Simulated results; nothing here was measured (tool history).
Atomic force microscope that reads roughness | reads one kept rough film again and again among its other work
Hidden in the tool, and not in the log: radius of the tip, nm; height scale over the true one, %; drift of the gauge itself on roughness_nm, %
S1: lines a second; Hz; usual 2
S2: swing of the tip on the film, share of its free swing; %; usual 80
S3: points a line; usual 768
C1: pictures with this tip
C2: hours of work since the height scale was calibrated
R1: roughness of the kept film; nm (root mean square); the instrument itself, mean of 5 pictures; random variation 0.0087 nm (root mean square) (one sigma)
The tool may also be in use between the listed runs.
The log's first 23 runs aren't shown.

run	hour	S1	S2	S3	C1	C2	R1
24	950.5	0.59	56	322	80	1478	2.112
25	980.7	0.59	56	322	114	1496	2.105
26	1011.3	0.59	56	322	149	1515	2.123
27	1043.5	3.37	90	464	186	1534	1.635
28	1073.3	1.87	90	613	220	1553	1.828
29	1101.7	1.78	90	569	252	1570	1.854
30	1148.4	1.78	90	569	305	1598	1.829
# hour 1154.7: new tip fitted
31	1174.6	0.86	60	294	23	1614	2.097
32	1220.9	2	61	768	75	1642	2.099
33	1263.4	1.07	77	968	124	1668	2.068
34	1320	1.19	60	968	188	1703	2.143
35	1364.9	1.19	60	968	240	1730	2.125
36	1407.6	0.69	80	344	288	1756	2.039
# hour 1430.9: new tip fitted
37	1437.4	2	67	368	8	1774	2.024
38	1485.7	2	61	857	63	1803	2.088

Forecast each of these 4 alternatives for the next run:
A	1516.9	2.9	79	642	98	1822	?
B	1516.9	2	79	768	98	1822	?
C	1516.9	2	83	768	98	1822	?
D	1516.9	2.97	74	289	98	1822	?

run	R1
A	1.875
B	1.938
C	1.909
D	1.863
Without the tool's hidden state the same runs would have given:
run	R1
A	1.876
B	1.94
C	1.911
D	1.864
